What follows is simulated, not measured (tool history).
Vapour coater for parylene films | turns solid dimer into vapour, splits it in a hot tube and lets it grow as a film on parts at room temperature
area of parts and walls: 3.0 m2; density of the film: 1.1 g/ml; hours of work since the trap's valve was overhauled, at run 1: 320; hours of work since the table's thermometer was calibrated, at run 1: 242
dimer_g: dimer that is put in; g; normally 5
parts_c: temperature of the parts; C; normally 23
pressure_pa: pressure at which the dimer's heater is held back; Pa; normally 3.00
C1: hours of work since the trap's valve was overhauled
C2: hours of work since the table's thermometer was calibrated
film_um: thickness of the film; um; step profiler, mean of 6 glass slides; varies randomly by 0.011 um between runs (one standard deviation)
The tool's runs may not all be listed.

Run 1, hour 0.0: usual settings; C1 320; C2 242. Result: film_um 0.81 um.
Run 2, hour 13.9: usual settings; C1 327; C2 248. Result: film_um 0.80 um.
Run 3, hour 31.9: usual settings; C1 335; C2 257. Result: film_um 0.80 um.
At hour 52.4: trap's valve overhauled.
Run 4, hour 64.4: usual settings; C1 6; C2 271. Result: film_um 0.85 um.
Run 5, hour 79.5: usual settings; C1 13; C2 278. Result: film_um 0.86 um.
Run 6, hour 107.2: usual settings but dimer_g 8 g; C1 26; C2 291. Result: film_um 1.36 um.
Run 7, hour 131.7: usual settings; C1 38; C2 303. Result: film_um 0.84 um.
Run 8, hour 151.6: usual settings but dimer_g 4 g; C1 47; C2 312. Result: film_um 0.68 um.

Run 9 is up next; what results do you expect?
Run 9, hour 171.4: usual settings but dimer_g 2 g, parts_c 26 C, pressure_pa 3.29 Pa; C1 57; C2 322. Result: film_um ?.

film_um: 0.31 um
Were there no unlogged condition in the tool, this run, its random variation unchanged, would have produced film_um 0.31 um.
